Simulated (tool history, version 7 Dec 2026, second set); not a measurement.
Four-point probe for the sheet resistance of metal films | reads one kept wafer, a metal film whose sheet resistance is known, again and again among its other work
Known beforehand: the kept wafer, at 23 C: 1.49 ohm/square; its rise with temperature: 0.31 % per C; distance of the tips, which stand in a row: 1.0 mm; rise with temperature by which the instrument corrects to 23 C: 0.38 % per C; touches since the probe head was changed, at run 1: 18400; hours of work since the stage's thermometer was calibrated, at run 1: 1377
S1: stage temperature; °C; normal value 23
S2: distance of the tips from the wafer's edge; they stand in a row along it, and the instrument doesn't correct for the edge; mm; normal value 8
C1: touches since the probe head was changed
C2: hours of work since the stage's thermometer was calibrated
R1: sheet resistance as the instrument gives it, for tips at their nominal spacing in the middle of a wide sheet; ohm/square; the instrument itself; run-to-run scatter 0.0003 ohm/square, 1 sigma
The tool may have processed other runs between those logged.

| run | hour | S1 | S2 | C1 | C2 | R1 |
|---|---|---|---|---|---|---|
| 1 | 0 | 23 | 8 | 18400 | 1377 | 1.502646 |
| 2 | 11.4 | 23 | 8 | 18850 | 1386 | 1.501834 |
| 3 | 20.1 | 23 | 8 | 19192 | 1392 | 1.502802 |
| 4 | 35 | 23 | 8 | 19780 | 1403 | 1.502248 |
| 5 | 44.5 | 23 | 8 | 20158 | 1410 | 1.502234 |
| 6 | 55.3 | 23 | 8 | 20581 | 1417 | 1.502525 |
| 7 | 69.9 | 23 | 8 | 21161 | 1428 | 1.502992 |
| 8 | 81.4 | 23 | 8 | 21615 | 1437 | 1.502956 |
| 9 | 90.7 | 23 | 8 | 21982 | 1443 | 1.502742 |
| 10 | 98.8 | 23 | 8 | 22302 | 1449 | 1.503047 |
| 11 | 105.5 | 23 | 8 | 22565 | 1454 | 1.502529 |
| 12 | 118 | 23 | 9 | 23059 | 1463 | 1.500257 |
| 13 | 125.4 | 23 | 9 | 23351 | 1468 | 1.499747 |
| 14 | 137.9 | 23 | 9 | 23846 | 1478 | 1.500317 |
| 15 | 144.2 | 24 | 17 | 24093 | 1482 | 1.492032 |
| 16 | 150.4 | 31 | 17 | 24339 | 1487 | 1.485815 |
| 17 | 160.7 | 25 | 40 | 24745 | 1494 | 1.489726 |
| 18 | 168.3 | 33 | 8 | 25046 | 1500 | 1.493876 |
| 19 | 178.4 | 33 | 8 | 25445 | 1507 | 1.493665 |
| 20 | 190.7 | 33 | 8 | 25930 | 1516 | 1.493863 |
| 21 | 199.2 | 32 | 36 | 26265 | 1522 | 1.482515 |
| 22 | 209.9 | 23 | 12 | 26686 | 1530 | 1.496613 |
| 23 | 225 | 23 | 12 | 27285 | 1541 | 1.495727 |
| 24 | 231.5 | 32 | 71 | 27538 | 1546 | 1.483185 |
| 25 | 243.5 | 26 | 41 | 28015 | 1554 | 1.488094 |
| 26 | 254.6 | 26 | 41 | 28452 | 1562 | 1.488286 |

Had the tool no unlogged condition, and each run kept its random variation, what would the results have been?
Hidden state present: inner tips' distance over the nominal, %; tips' flats over new ones', %; wafer's true temperature over the reading, C; drift of the gauge itself on sheet_ohm, %.
| run | R1 |
|---|---|
| 1 | 1.502757 |
| 2 | 1.501908 |
| 3 | 1.502848 |
| 4 | 1.502246 |
| 5 | 1.502202 |
| 6 | 1.502457 |
| 7 | 1.502877 |
| 8 | 1.502802 |
| 9 | 1.502559 |
| 10 | 1.502839 |
| 11 | 1.502299 |
| 12 | 1.499988 |
| 13 | 1.499453 |
| 14 | 1.499979 |
| 15 | 1.491682 |
| 16 | 1.485486 |
| 17 | 1.489327 |
| 18 | 1.493497 |
| 19 | 1.493253 |
| 20 | 1.493411 |
| 21 | 1.482033 |
| 22 | 1.496037 |
| 23 | 1.495099 |
| 24 | 1.482597 |
| 25 | 1.487431 |
| 26 | 1.487588 |
